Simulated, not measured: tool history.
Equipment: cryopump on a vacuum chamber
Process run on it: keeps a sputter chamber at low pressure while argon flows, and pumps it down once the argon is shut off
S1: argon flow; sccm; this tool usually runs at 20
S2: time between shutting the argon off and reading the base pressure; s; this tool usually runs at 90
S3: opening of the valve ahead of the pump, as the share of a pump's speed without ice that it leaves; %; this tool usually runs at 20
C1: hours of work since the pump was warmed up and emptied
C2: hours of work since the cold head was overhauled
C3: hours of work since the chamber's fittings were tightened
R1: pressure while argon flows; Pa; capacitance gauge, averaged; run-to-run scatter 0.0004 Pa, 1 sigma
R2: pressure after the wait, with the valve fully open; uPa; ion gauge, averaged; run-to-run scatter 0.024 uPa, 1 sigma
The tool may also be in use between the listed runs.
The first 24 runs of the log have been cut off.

run 25 hour=2291.9 | S1=18 S2=127 S3=18 | C1=342 C2=2531 C3=2178 | R1=0.0824 R2=1.9
run 26 hour=2386.5 | S1=20 S2=47 S3=47 | C1=408 C2=2597 C3=2244 | R1=0.0364 R2=2.87
run 27 hour=2511.8 | S1=33 S2=277 S3=23 | C1=495 C2=2685 C3=2332 | R1=0.12 R2=1.85
-- hour=2547.1 leaking fittings of the chamber tightened, without venting
-- hour=2564.4 pump warmed up, emptied and cooled again
run 28 hour=2640.4 | S1=20 S2=269 S3=17 | C1=53 C2=2770 C3=62 | R1=0.095 R2=0.41
run 29 hour=2730.8 | S1=21 S2=269 S3=21 | C1=116 C2=2833 C3=125 | R1=0.0808 R2=0.48
run 30 hour=2789.6 | S1=21 S2=161 S3=21 | C1=158 C2=2874 C3=166 | R1=0.0822 R2=0.65
run 31 hour=2868.7 | S1=8 S2=25 S3=42 | C1=213 C2=2930 C3=222 | R1=0.0155 R2=2.86
run 32 hour=2924 | S1=27 S2=90 S3=57 | C1=252 C2=2968 C3=260 | R1=0.0393 R2=1
run 33 hour=3050.5 | S1=39 S2=75 S3=29 | C1=340 C2=3057 C3=349 | R1=0.1115 R2=1.22

4 options for the next run, each taken on its own from the tool as it stands now. Forecast them:
run A hour=3138.1 | S1=20 S2=100 S3=20 | C1=401 C2=3118 C3=410 | R1=? R2=?
run B hour=3138.1 | S1=25 S2=63 S3=34 | C1=401 C2=3118 C3=410 | R1=? R2=?
run C hour=3138.1 | S1=31 S2=41 S3=20 | C1=401 C2=3118 C3=410 | R1=? R2=?
run D hour=3138.1 | S1=17 S2=28 S3=29 | C1=401 C2=3118 C3=410 | R1=? R2=?

run=A R1=0.082 R2=1.01
run=B R1=0.0621 R2=1.42
run=C R1=0.1282 R2=1.94
run=D R1=0.0495 R2=2.57
Without the tool's unlogged condition, the same runs would have read:
run=A R1=0.0798 R2=0.75
run=B R1=0.0592 R2=1.15
run=C R1=0.1246 R2=1.68
run=D R1=0.0475 R2=2.32

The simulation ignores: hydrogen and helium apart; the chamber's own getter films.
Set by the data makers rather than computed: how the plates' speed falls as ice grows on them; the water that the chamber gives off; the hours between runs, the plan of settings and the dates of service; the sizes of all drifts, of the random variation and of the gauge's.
